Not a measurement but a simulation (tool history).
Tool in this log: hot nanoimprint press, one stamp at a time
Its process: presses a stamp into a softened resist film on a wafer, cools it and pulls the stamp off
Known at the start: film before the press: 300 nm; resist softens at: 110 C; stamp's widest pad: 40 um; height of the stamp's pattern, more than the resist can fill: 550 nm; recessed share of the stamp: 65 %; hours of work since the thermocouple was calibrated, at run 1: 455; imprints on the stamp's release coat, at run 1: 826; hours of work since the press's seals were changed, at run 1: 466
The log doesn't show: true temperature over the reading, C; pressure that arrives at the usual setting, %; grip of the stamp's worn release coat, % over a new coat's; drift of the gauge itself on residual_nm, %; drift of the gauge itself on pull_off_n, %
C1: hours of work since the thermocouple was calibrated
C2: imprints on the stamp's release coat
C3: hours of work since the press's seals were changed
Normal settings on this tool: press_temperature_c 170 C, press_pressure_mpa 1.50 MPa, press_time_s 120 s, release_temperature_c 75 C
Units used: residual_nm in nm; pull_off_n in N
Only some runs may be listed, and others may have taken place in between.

{"run": 1, "day": 0.0, "press_temperature_c": 170, "press_pressure_mpa": 1.5, "press_time_s": 120, "release_temperature_c": 75, "C1": 455, "C2": 826, "C3": 466, "residual_nm": 158.5, "pull_off_n": 229}
{"run": 2, "day": 2.854, "press_temperature_c": 170, "press_pressure_mpa": 1.5, "press_time_s": 120, "release_temperature_c": 75, "C1": 493, "C2": 947, "C3": 504, "residual_nm": 158.2, "pull_off_n": 244}
{"day": 5.067, "done": "plate thermocouple calibrated"}
{"run": 3, "day": 5.483, "press_temperature_c": 181, "press_pressure_mpa": 1.5, "press_time_s": 120, "release_temperature_c": 75, "C1": 6, "C2": 1054, "C3": 537, "residual_nm": 90.4, "pull_off_n": 228}
{"run": 4, "day": 7.104, "press_temperature_c": 170, "press_pressure_mpa": 1.5, "press_time_s": 120, "release_temperature_c": 75, "C1": 27, "C2": 1123, "C3": 559, "residual_nm": 152.5, "pull_off_n": 236}
{"run": 5, "day": 8.571, "press_temperature_c": 170, "press_pressure_mpa": 1.5, "press_time_s": 120, "release_temperature_c": 75, "C1": 47, "C2": 1185, "C3": 578, "residual_nm": 153.3, "pull_off_n": 240}
{"run": 6, "day": 10.304, "press_temperature_c": 160, "press_pressure_mpa": 1.5, "press_time_s": 120, "release_temperature_c": 75, "C1": 70, "C2": 1259, "C3": 601, "residual_nm": 227.7, "pull_off_n": 245}
{"run": 7, "day": 12.025, "press_temperature_c": 170, "press_pressure_mpa": 1.5, "press_time_s": 73, "release_temperature_c": 75, "C1": 93, "C2": 1332, "C3": 624, "residual_nm": 180.0, "pull_off_n": 245}
{"run": 8, "day": 13.588, "press_temperature_c": 170, "press_pressure_mpa": 1.5, "press_time_s": 73, "release_temperature_c": 75, "C1": 114, "C2": 1399, "C3": 645, "residual_nm": 183.0, "pull_off_n": 244}
{"run": 9, "day": 15.704, "press_temperature_c": 170, "press_pressure_mpa": 1.5, "press_time_s": 120, "release_temperature_c": 74, "C1": 142, "C2": 1489, "C3": 673, "residual_nm": 151.8, "pull_off_n": 266}
{"run": 10, "day": 18.483, "press_temperature_c": 170, "press_pressure_mpa": 1.5, "press_time_s": 120, "release_temperature_c": 74, "C1": 179, "C2": 1607, "C3": 710, "residual_nm": 153.9, "pull_off_n": 275}
{"run": 11, "day": 20.179, "press_temperature_c": 170, "press_pressure_mpa": 1.5, "press_time_s": 120, "release_temperature_c": 74, "C1": 201, "C2": 1679, "C3": 733, "residual_nm": 155.8, "pull_off_n": 261}
{"run": 12, "day": 23.354, "press_temperature_c": 177, "press_pressure_mpa": 1.3, "press_time_s": 98, "release_temperature_c": 76, "C1": 244, "C2": 1814, "C3": 775, "residual_nm": 129.3, "pull_off_n": 258}
{"run": 13, "day": 25.554, "press_temperature_c": 177, "press_pressure_mpa": 1.3, "press_time_s": 98, "release_temperature_c": 76, "C1": 273, "C2": 1908, "C3": 805, "residual_nm": 130.0, "pull_off_n": 274}
{"day": 26.562, "done": "stamp cleaned and given a new release coat"}
{"run": 14, "day": 27.358, "press_temperature_c": 176, "press_pressure_mpa": 1.57, "press_time_s": 167, "release_temperature_c": 71, "C1": 294, "C2": 34, "C3": 825, "residual_nm": 101.5, "pull_off_n": 211}
{"run": 15, "day": 30.562, "press_temperature_c": 167, "press_pressure_mpa": 1.8, "press_time_s": 90, "release_temperature_c": 77, "C1": 336, "C2": 170, "C3": 868, "residual_nm": 183.8, "pull_off_n": 196}
{"run": 16, "day": 33.758, "press_temperature_c": 178, "press_pressure_mpa": 2.38, "press_time_s": 120, "release_temperature_c": 71, "C1": 379, "C2": 306, "C3": 910, "residual_nm": 87.7, "pull_off_n": 233}
{"run": 17, "day": 35.321, "press_temperature_c": 179, "press_pressure_mpa": 1.5, "press_time_s": 120, "release_temperature_c": 75, "C1": 400, "C2": 373, "C3": 931, "residual_nm": 103.1, "pull_off_n": 207}
{"run": 18, "day": 37.688, "press_temperature_c": 164, "press_pressure_mpa": 1.5, "press_time_s": 120, "release_temperature_c": 76, "C1": 431, "C2": 473, "C3": 963, "residual_nm": 204.3, "pull_off_n": 210}
{"run": 19, "day": 39.058, "press_temperature_c": 164, "press_pressure_mpa": 1.5, "press_time_s": 120, "release_temperature_c": 76, "C1": 450, "C2": 531, "C3": 981, "residual_nm": 203.0, "pull_off_n": 203}
{"run": 20, "day": 42.042, "press_temperature_c": 161, "press_pressure_mpa": 1.5, "press_time_s": 120, "release_temperature_c": 81, "C1": 489, "C2": 658, "C3": 1021, "residual_nm": 224.6, "pull_off_n": 178}
{"day": 44.446, "done": "plate thermocouple calibrated"}
{"day": 44.996, "done": "press's hydraulic seals changed and the load cell set to zero"}
{"run": 21, "day": 44.996, "press_temperature_c": 179, "press_pressure_mpa": 1.5, "press_time_s": 120, "release_temperature_c": 65, "C1": 3, "C2": 765, "C3": 0, "residual_nm": 99.7, "pull_off_n": 284}

Pick out some run-to-run changes in residual_nm. Of each, how much would a tool without hidden state show as well, from the settings, what came in and chance, and how much is left for the hidden state and any gauge scatter not in both results compared?
Run 2 -> 3: press_temperature_c 170 -> 181, plate thermocouple calibrated. residual_nm -67.8 nm: hidden state -6.4, all else -61.4.
Run 17 -> 18: press_temperature_c 179 -> 164, release_temperature_c 75 -> 76. residual_nm +101.2 nm: hidden state +2.5, all else +98.7.
Run 20 -> 21: press_temperature_c 161 -> 179, release_temperature_c 81 -> 65, plate thermocouple calibrated, press's hydraulic seals changed and the load cell set to zero. residual_nm -124.9 nm: hidden state -7.0, all else -117.9.

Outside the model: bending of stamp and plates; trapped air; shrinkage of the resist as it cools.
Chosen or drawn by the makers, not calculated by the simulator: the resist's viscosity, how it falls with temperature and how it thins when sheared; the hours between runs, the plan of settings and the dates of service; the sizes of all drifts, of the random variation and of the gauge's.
